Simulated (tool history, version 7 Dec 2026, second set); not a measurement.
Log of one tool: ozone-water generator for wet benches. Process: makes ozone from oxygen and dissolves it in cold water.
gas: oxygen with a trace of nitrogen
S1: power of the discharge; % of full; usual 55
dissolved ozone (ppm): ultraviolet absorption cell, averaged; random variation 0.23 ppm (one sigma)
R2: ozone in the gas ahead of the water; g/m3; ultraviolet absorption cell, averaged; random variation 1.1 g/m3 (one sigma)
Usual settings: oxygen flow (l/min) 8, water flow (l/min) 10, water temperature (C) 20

Run 1, hour 0: usual settings. Result: dissolved ozone (ppm) 39.3, R2 214.1 g/m3.
Run 2, hour 55.2: usual settings. Result: dissolved ozone (ppm) 38.6, R2 214.3 g/m3.
Run 3, hour 186.5: usual settings but water temperature (C) 12. Result: dissolved ozone (ppm) 46.6, R2 213.5 g/m3.
Run 4, hour 311.2: usual settings but S1 65 % of full. Result: dissolved ozone (ppm) 45.5, R2 246.6 g/m3.
Run 5, hour 408.5: usual settings but water flow (l/min) 7. Result: dissolved ozone (ppm) 45.1, R2 212.6 g/m3.
Run 6, hour 470.3: usual settings but water flow (l/min) 9. Result: dissolved ozone (ppm) 40.1, R2 212.2 g/m3.
Run 7, hour 557.7: usual settings but water flow (l/min) 9. Result: dissolved ozone (ppm) 40.8, R2 211.8 g/m3.
Run 8, hour 644.4: usual settings but water flow (l/min) 9, water temperature (C) 19. Result: dissolved ozone (ppm) 41.8, R2 210.4 g/m3.
Run 9, hour 707.4: usual settings. Result: dissolved ozone (ppm) 38.7, R2 212.4 g/m3.
Run 10, hour 819.2: usual settings but water temperature (C) 19. Result: dissolved ozone (ppm) 39.6, R2 212.8 g/m3.
Run 11, hour 895.9: usual settings but water temperature (C) 19. Result: dissolved ozone (ppm) 39.3, R2 210.3 g/m3.
Run 12, hour 969.7: usual settings but water flow (l/min) 9. Result: dissolved ozone (ppm) 40.4, R2 212.4 g/m3.
Run 13, hour 1058.9: usual settings but water temperature (C) 13. Result: dissolved ozone (ppm) 44.8, R2 211.5 g/m3.
Run 14, hour 1127: usual settings but water temperature (C) 13. Result: dissolved ozone (ppm) 44.8, R2 211.7 g/m3.
Run 15, hour 1249: usual settings but water temperature (C) 13. Result: dissolved ozone (ppm) 44.7, R2 210.9 g/m3.
Run 16, hour 1376.2: usual settings but water temperature (C) 13. Result: dissolved ozone (ppm) 45.2, R2 210.7 g/m3.
Run 17, hour 1436.6: usual settings but water temperature (C) 13. Result: dissolved ozone (ppm) 44.4, R2 209.8 g/m3.
Run 18, hour 1520.8: usual settings but S1 46 % of full, water flow (l/min) 15, water temperature (C) 13. Result: dissolved ozone (ppm) 30.4, R2 177.4 g/m3.
Run 19, hour 1576.3: usual settings but water flow (l/min) 6. Result: dissolved ozone (ppm) 46.4, R2 209 g/m3.
Run 20, hour 1690.3: usual settings but water flow (l/min) 6. Result: dissolved ozone (ppm) 46.9, R2 210.2 g/m3.
Run 21, hour 1773.5: usual settings but water flow (l/min) 6. Result: dissolved ozone (ppm) 46.7, R2 209 g/m3.
Run 22, hour 1893.2: usual settings but oxygen flow (l/min) 5.74, water temperature (C) 19. Result: dissolved ozone (ppm) 44.3, R2 261.8 g/m3.
Run 23, hour 1966.3: usual settings but oxygen flow (l/min) 4.76. Result: dissolved ozone (ppm) 46.6, R2 297.7 g/m3.
Run 24, hour 2020.8: usual settings but oxygen flow (l/min) 5.78, water flow (l/min) 9. Result: dissolved ozone (ppm) 46.6, R2 263.1 g/m3.
Run 25, hour 2151.4: usual settings but water flow (l/min) 7, water temperature (C) 13. Result: dissolved ozone (ppm) 52.6, R2 209 g/m3.
Run 26, hour 2269.6: usual settings but water flow (l/min) 7, water temperature (C) 13. Result: dissolved ozone (ppm) 53.3, R2 207.6 g/m3.
Run 27, hour 2382.8: usual settings but oxygen flow (l/min) 11.99, water flow (l/min) 11, water temperature (C) 15. Result: dissolved ozone (ppm) 35.1, R2 157 g/m3.
Run 28, hour 2455.1: usual settings but oxygen flow (l/min) 5.02, water temperature (C) 18. Result: dissolved ozone (ppm) 47.6, R2 290.9 g/m3.
Run 29, hour 2542.3: usual settings but oxygen flow (l/min) 9.14, water flow (l/min) 8, water temperature (C) 18. Result: dissolved ozone (ppm) 41.7, R2 190.5 g/m3.
Run 30, hour 2638.3: usual settings but oxygen flow (l/min) 8.54, water flow (l/min) 11, water temperature (C) 28. Result: dissolved ozone (ppm) 30, R2 200.2 g/m3.
Run 31, hour 2758.2: usual settings but oxygen flow (l/min) 4.82, water flow (l/min) 11, water temperature (C) 28. Result: dissolved ozone (ppm) 37.6, R2 292.1 g/m3.
Run 32, hour 2847.7: usual settings but S1 43 % of full, oxygen flow (l/min) 5.11, water flow (l/min) 11, water temperature (C) 28. Result: dissolved ozone (ppm) 29.6, R2 227.2 g/m3.
Run 33, hour 2912.7: usual settings but oxygen flow (l/min) 13.69, water temperature (C) 24. Result: dissolved ozone (ppm) 27.1, R2 144.7 g/m3.
Run 34, hour 2973.1: usual settings but S1 77 % of full, oxygen flow (l/min) 12.04, water temperature (C) 24. Result: dissolved ozone (ppm) 38.9, R2 212.9 g/m3.

Taken out of this log: 2 entries between the listed runs. Where each belongs, and how the hidden state differs across it:
Between runs 22 and 23: contactor cleaned (hour 1946.1)
  yield of the discharge, % of new electrodes': 96.8 -> 96.7; contactor's efficiency, % of a clean one's: 94 -> 99.5; true water temperature over the reading, C: 0.2 -> 0.21
  measured less the result without the state, dissolved ozone (ppm): -2.3 -> -1.5; R2: -6.8 -> -7.9 g/m3
Between runs 30 and 31: water thermometer calibrated (hour 2758.2)
  yield of the discharge, % of new electrodes': 96 -> 95.9; contactor's efficiency, % of a clean one's: 98.9 -> 98.7; true water temperature over the reading, C: 0.25 -> -0.04
  measured less the result without the state, dissolved ozone (ppm): -1.3 -> -1.4; R2: -6.5 -> -9.7 g/m3
